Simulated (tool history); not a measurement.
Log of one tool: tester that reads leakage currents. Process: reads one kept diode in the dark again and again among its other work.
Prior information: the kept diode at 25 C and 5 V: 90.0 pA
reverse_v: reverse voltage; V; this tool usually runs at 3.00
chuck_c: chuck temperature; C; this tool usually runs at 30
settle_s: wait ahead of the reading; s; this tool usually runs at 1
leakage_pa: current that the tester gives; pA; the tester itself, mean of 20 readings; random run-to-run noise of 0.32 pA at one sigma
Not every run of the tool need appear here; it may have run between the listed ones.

run,hour,reverse_v,chuck_c,settle_s,leakage_pa
1,0.0,3.00,30,1,104.21
2,33.4,3.00,42,1,266.49
3,100.9,3.00,42,1,263.53
4,164.8,3.00,40,1,228.09
5,199.1,3.00,40,1,225.77
6,234.3,3.00,45,1,331.14
7,283.1,3.00,30,1,103.91
8,318.1,3.00,30,1,104.21
9,378.6,3.00,30,1,104.01
10,442.3,3.00,30,1,103.69
11,499.5,3.00,27,1,81.27
12,539.8,3.00,27,1,81.29
13,576.8,3.00,55,1,677.78
14,618.6,3.00,55,1,674.77

The next listed run, before its measurement:
15,679.4,3.51,25,1,?

{"run 15": {"leakage_pa": 75.46}}
Minus the tool's unlogged condition, the same run would have read leakage_pa 75.37 pA.

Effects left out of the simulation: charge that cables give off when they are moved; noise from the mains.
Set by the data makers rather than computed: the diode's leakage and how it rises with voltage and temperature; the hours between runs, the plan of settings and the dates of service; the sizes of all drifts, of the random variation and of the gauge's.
